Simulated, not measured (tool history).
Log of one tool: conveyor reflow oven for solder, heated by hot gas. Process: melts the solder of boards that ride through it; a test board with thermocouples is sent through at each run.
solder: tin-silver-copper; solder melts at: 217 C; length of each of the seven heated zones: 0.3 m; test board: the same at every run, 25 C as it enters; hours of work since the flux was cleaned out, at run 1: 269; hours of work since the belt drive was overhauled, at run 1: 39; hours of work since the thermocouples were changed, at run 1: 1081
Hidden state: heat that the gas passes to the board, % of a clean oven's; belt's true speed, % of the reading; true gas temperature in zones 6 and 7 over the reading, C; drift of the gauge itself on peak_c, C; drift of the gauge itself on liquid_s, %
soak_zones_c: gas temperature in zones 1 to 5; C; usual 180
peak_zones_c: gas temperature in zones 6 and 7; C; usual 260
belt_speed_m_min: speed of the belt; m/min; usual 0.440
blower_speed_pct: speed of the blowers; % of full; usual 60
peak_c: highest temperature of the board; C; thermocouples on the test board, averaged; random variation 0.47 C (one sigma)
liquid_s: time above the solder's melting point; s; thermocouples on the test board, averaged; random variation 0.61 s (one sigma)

run    hour  soak_zones_c  peak_zones_c  belt_speed_m_min  blower_speed_pct  hours of work since the flux was cleaned out  hours of work since the belt drive was overhauled  hours of work since the thermocouples were changed  peak_c  liquid_s
  1     0.0           180           260             0.440                60                                           269                                                 39                                                1081   244.9      57.6
  2    45.0           180           260             0.440                60                                           296                                                 65                                                1108   244.8      56.7
  3    93.8           180           260             0.440                60                                           325                                                 94                                                1137   244.9      57.9
  4   130.4           180           260             0.440                60                                           346                                                116                                                1159   244.7      56.7
  5   153.5           180           260             0.440                60                                           360                                                130                                                1172   245.2      56.9
      171.6  -- thermocouples of zones 6 and 7 changed
  6   204.5           180           260             0.440                60                                           389                                                159                                                  19   245.5      57.6
  7   250.7           180           260             0.440                60                                           416                                                186                                                  47   244.7      57.7
  8   284.7           180           260             0.440                60                                           437                                                206                                                  67   244.7      57.1
  9   311.3           180           260             0.440                60                                           452                                                222                                                  83   244.5      57.3
 10   335.7           180           260             0.440                60                                           467                                                237                                                  97   244.8      56.9
      374.2  -- flux residue cleaned out of gas plates and filters
 11   388.5           180           260             0.440                60                                             8                                                265                                                 126   244.7      57.4
 12   418.1           180           260             0.440                60                                            26                                                282                                                 143   244.1      56.4
 13   464.2           180           260             0.440                60                                            53                                                310                                                 170   245.3      56.7
 14   510.1           180           260             0.440                60                                            81                                                337                                                 198   245.1      57.6
 15   558.1           180           260             0.440                60                                           109                                                365                                                 226   245.5      57.8
 16   605.8           180           255             0.394                56                                           137                                                394                                                 254   242.8      63.4
 17   635.5           184           251             0.507                72                                           155                                                411                                                 272   236.6      44.2
 18   685.2           181           254             0.440                65                                           184                                                441                                                 302   241.1      55.0
 19   708.4           188           249             0.506                57                                           198                                                455                                                 315   232.9      38.0
 20   758.5           172           249             0.506                90                                           228                                                484                                                 345   236.8      40.5
 21   810.1           171           260             0.440                89                                           258                                                515                                                 376   249.3      59.2
 22   844.5           180           260             0.440                77                                           279                                                535                                                 396   248.0      62.1
 23   875.0           180           260             0.440                77                                           297                                                553                                                 414   249.1      61.7
 24   916.8           180           260             0.440                77                                           322                                                578                                                 439   248.9      61.7
 25   944.9           180           268             0.440                68                                           338                                                595                                                 456   254.2      64.4
 26   973.0           180           268             0.440                68                                           355                                                611                                                 472   253.0      64.3
 27  1001.4           180           268             0.440                68                                           372                                                628                                                 489   253.6      64.9
 28  1025.3           180           260             0.502                77                                           386                                                642                                                 503   246.1      51.0
 29  1064.0           180           265             0.440                58                                           409                                                665                                                 526   248.5      59.3

5 ways to go on from here, each from the tool as it stands after run 29. What would each give?
  A  1108.9           180           263             0.404                58                                           436                                                692                                                 553       ?         ?
  B  1108.9           166           265             0.367                58                                           436                                                692                                                 553       ?         ?
  C  1108.9           181           252             0.440                78                                           436                                                692                                                 553       ?         ?
  D  1108.9           180           255             0.377                59                                           436                                                692                                                 553       ?         ?
  E  1108.9           180           250             0.440                58                                           436                                                692                                                 553       ?         ?

run  peak_c  liquid_s
  A   249.6      67.5
  B   251.3      71.4
  C   242.3      56.1
  D   244.6      69.1
  E   236.4      47.1
Without the tool's hidden state the same runs would have given:
run  peak_c  liquid_s
  A   249.7      67.7
  B   251.4      71.5
  C   242.4      56.3
  D   244.7      69.3
  E   236.6      47.3
